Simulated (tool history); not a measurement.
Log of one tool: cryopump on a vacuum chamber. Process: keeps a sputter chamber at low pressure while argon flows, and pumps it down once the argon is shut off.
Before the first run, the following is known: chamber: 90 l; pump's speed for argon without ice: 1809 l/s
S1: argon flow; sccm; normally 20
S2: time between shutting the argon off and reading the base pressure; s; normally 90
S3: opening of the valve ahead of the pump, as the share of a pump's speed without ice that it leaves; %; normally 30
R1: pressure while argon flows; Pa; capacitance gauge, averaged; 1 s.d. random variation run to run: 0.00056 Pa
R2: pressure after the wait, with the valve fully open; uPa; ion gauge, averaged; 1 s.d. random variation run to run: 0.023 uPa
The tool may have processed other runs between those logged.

run	hour	S1	S2	S3	R1	R2
1	0	20	90	30	0.0624	2.35
2	47.4	20	90	30	0.0633	2.39
3	118	20	90	30	0.0654	2.55
4	158.9	25	90	30	0.0805	2.54
5	221.3	25	90	30	0.0803	2.55
6	292.2	20	90	53	0.0379	2.59
7	334.4	20	90	53	0.0382	2.67
8	417.2	20	90	53	0.0388	2.75
9	478.6	20	90	30	0.0663	2.82
10	542.9	11	90	30	0.0367	2.97
11	603.2	20	90	30	0.068	2.93
12	662.6	10	77	30	0.0335	3.04
13	741.6	23	28	26	0.0906	4.27
14	798.1	10	141	16	0.0614	2.98
15	881.3	11	60	24	0.0462	3.42
16	963.6	13	90	17	0.0757	3.39
17	1025	13	90	17	0.0769	3.52
18	1076.6	20	23	48	0.0475	5.07
19	1121.2	27	47	34	0.0873	4.01
20	1168.3	27	47	34	0.0885	4.24
# hour 1179.2: pump warmed up, emptied and cooled again
21	1211	16	90	30	0.0508	2.64

Subtracting, for every run, the result it would have given without the tool's unlogged condition from the measured result gives the following. The same run-to-run variation enters both numbers; the gauge's scatter may not:
The tool's hidden condition here consists of: pump's speed, % of a pump's without ice; cold plate's temperature, K; leak into the chamber, uPa l/s; drift of the gauge itself on working_pa, %; drift of the gauge itself on base_upa, %.
run	R1	R2
1	+0.0013	+1.68
2	+0.0015	+1.72
3	+0.0019	+1.81
4	+0.0026	+1.84
5	+0.0031	+1.85
6	+0.003	+1.92
7	+0.0031	+1.97
8	+0.0037	+2.05
9	+0.0041	+2.13
10	+0.0024	+2.23
11	+0.005	+2.27
12	+0.0027	+2.29
13	+0.0069	+2.41
14	+0.0032	+2.48
15	+0.004	+2.49
16	+0.0052	+2.7
17	+0.0056	+2.8
18	+0.0089	+2.84
19	+0.0129	+2.88
20	+0.0135	+3.06
21	+0.0002	+1.94
